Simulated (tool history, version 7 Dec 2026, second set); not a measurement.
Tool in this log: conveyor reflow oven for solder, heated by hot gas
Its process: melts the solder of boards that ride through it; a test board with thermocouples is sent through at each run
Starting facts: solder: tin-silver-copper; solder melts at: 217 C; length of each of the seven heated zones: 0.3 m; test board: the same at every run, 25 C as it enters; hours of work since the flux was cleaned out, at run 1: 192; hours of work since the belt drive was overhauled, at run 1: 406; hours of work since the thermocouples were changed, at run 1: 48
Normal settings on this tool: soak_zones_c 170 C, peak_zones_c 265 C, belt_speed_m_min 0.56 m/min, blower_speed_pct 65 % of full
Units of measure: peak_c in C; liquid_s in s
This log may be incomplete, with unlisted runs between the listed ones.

run	hour	soak_zones_c	peak_zones_c	belt_speed_m_min	blower_speed_pct	hours of work since the flux was cleaned out	hours of work since the belt drive was overhauled	hours of work since the thermocouples were changed	peak_c	liquid_s
1	0	170	265	0.56	65	192	406	48	251.7	47.6
2	15.6	170	265	0.524	65	203	417	59	253.6	52.5
3	45.6	170	265	0.56	65	223	437	79	251.7	47.9
4	64	170	265	0.56	79	236	449	92	254	49.2
# hour 85: flux residue cleaned out of gas plates and filters
5	85	170	265	0.591	79	0	460	103	253.4	46.2
6	107.2	173	265	0.56	65	15	475	118	252.9	49.5
7	131.4	173	265	0.56	65	31	492	134	253	49.3
8	155.3	173	265	0.56	65	48	508	150	252.8	49.1
9	180.1	170	265	0.618	65	65	525	167	249.2	41.2
10	201.1	170	265	0.618	65	79	539	181	249.5	41.3
11	227.1	170	265	0.618	65	96	557	199	249.1	41.5
12	241.2	170	265	0.618	65	106	566	209	249.3	41.3
13	266.5	170	265	0.456	65	123	583	226	257.3	64.2
14	295.1	170	265	0.456	65	143	603	245	257.5	64.2
15	315.4	181	265	0.56	65	156	617	259	253.6	52.2
16	333.5	181	265	0.56	65	169	629	271	254	52.1
17	347.6	170	256	0.64	66	178	639	281	240.8	33.8
18	368.6	170	256	0.64	66	193	653	295	240.5	33.8
19	401.2	185	256	0.662	66	215	675	317	242.2	38.3
20	415.5	185	256	0.662	66	224	685	327	242.4	37.8
21	430.3	170	265	0.523	69	234	695	337	254.4	53.6
22	447.6	156	263	0.614	64	246	706	349	244.8	35.2
# hour 453.9: flux residue cleaned out of gas plates and filters
23	471.9	170	262	0.56	56	12	720	362	248.3	45.5
24	499.5	184	262	0.521	56	31	738	381	252.1	56.9
25	518.2	184	262	0.487	69	44	751	393	255.3	63.4
26	540.8	170	265	0.602	56	59	766	409	248.4	42.1
27	558.5	185	265	0.602	63	71	778	421	252.8	49.3
28	588.8	185	265	0.602	63	92	799	441	252.6	49.1
29	619.8	185	265	0.602	63	113	820	462	252.4	49.1

4 ways to go on from here, each from the tool as it stands after run 29. What would each give?
A	646.1	185	263	0.602	60	130	838	480	?	?
B	646.1	170	265	0.468	65	130	838	480	?	?
C	646.1	170	265	0.472	65	130	838	480	?	?
D	646.1	170	259	0.56	65	130	838	480	?	?

run	peak_c	liquid_s
A	250.4	47.7
B	257.4	62.1
C	256.7	61.6
D	247.3	45.2
The same runs, with their run-to-run variation unchanged, on a tool lacking any hidden condition would have given:
run	peak_c	liquid_s
A	250.1	47.2
B	257.1	61.5
C	256.4	61
D	247	44.7
